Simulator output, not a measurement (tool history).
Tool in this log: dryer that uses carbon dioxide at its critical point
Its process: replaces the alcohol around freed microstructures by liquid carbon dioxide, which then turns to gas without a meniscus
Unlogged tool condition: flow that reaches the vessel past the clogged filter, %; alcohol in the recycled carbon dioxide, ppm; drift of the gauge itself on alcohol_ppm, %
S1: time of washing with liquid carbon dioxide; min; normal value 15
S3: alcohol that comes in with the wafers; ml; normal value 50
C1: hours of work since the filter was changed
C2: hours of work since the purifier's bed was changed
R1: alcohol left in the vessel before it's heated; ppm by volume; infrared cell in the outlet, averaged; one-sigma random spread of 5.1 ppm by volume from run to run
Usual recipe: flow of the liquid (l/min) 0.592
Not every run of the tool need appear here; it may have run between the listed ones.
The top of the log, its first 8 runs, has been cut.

{"run": 9, "hour": 204.3, "S1": 9, "flow of the liquid (l/min)": 0.592, "S3": 50, "C1": 357, "C2": 208, "R1": 1107}
{"run": 10, "hour": 231.0, "S1": 17, "flow of the liquid (l/min)": 0.592, "S3": 50, "C1": 373, "C2": 225, "R1": 84}
{"run": 11, "hour": 249.9, "S1": 15, "flow of the liquid (l/min)": 0.592, "S3": 50, "C1": 385, "C2": 236, "R1": 137}
{"run": 12, "hour": 277.6, "S1": 15, "flow of the liquid (l/min)": 0.592, "S3": 50, "C1": 401, "C2": 253, "R1": 137}
{"run": 13, "hour": 293.1, "S1": 15, "flow of the liquid (l/min)": 0.592, "S3": 50, "C1": 411, "C2": 262, "R1": 138}
{"run": 14, "hour": 323.0, "S1": 15, "flow of the liquid (l/min)": 0.592, "S3": 25, "C1": 429, "C2": 281, "R1": 120}
{"run": 15, "hour": 339.1, "S1": 15, "flow of the liquid (l/min)": 0.592, "S3": 50, "C1": 439, "C2": 290, "R1": 155}
{"run": 16, "hour": 365.1, "S1": 10, "flow of the liquid (l/min)": 0.592, "S3": 50, "C1": 455, "C2": 306, "R1": 793}
{"run": 17, "hour": 395.5, "S1": 10, "flow of the liquid (l/min)": 0.592, "S3": 50, "C1": 473, "C2": 325, "R1": 816}
{"run": 18, "hour": 418.5, "S1": 15, "flow of the liquid (l/min)": 0.855, "S3": 50, "C1": 487, "C2": 339, "R1": 89}
{"run": 19, "hour": 437.0, "S1": 15, "flow of the liquid (l/min)": 0.855, "S3": 50, "C1": 499, "C2": 350, "R1": 86}
{"run": 20, "hour": 471.1, "S1": 23, "flow of the liquid (l/min)": 0.592, "S3": 50, "C1": 519, "C2": 371, "R1": 88}
{"run": 21, "hour": 496.3, "S1": 23, "flow of the liquid (l/min)": 0.592, "S3": 84, "C1": 535, "C2": 386, "R1": 85}
{"run": 22, "hour": 525.2, "S1": 23, "flow of the liquid (l/min)": 0.592, "S3": 84, "C1": 552, "C2": 404, "R1": 98}
{"hour": 543.8, "done": "inlet filter changed"}
{"run": 23, "hour": 551.2, "S1": 23, "flow of the liquid (l/min)": 0.592, "S3": 84, "C1": 4, "C2": 419, "R1": 87}
{"run": 24, "hour": 582.1, "S1": 19, "flow of the liquid (l/min)": 0.612, "S3": 84, "C1": 23, "C2": 438, "R1": 117}

Run 25 comes next. What will it give?
{"run": 25, "hour": 607.7, "S1": 19, "flow of the liquid (l/min)": 0.612, "S3": 84, "C1": 39, "C2": 454, "R1": "?"}

R1: 116 ppm by volume
Take away the tool's hidden state, keep the run-to-run variation as it was, and the same run would have given R1 21 ppm by volume.
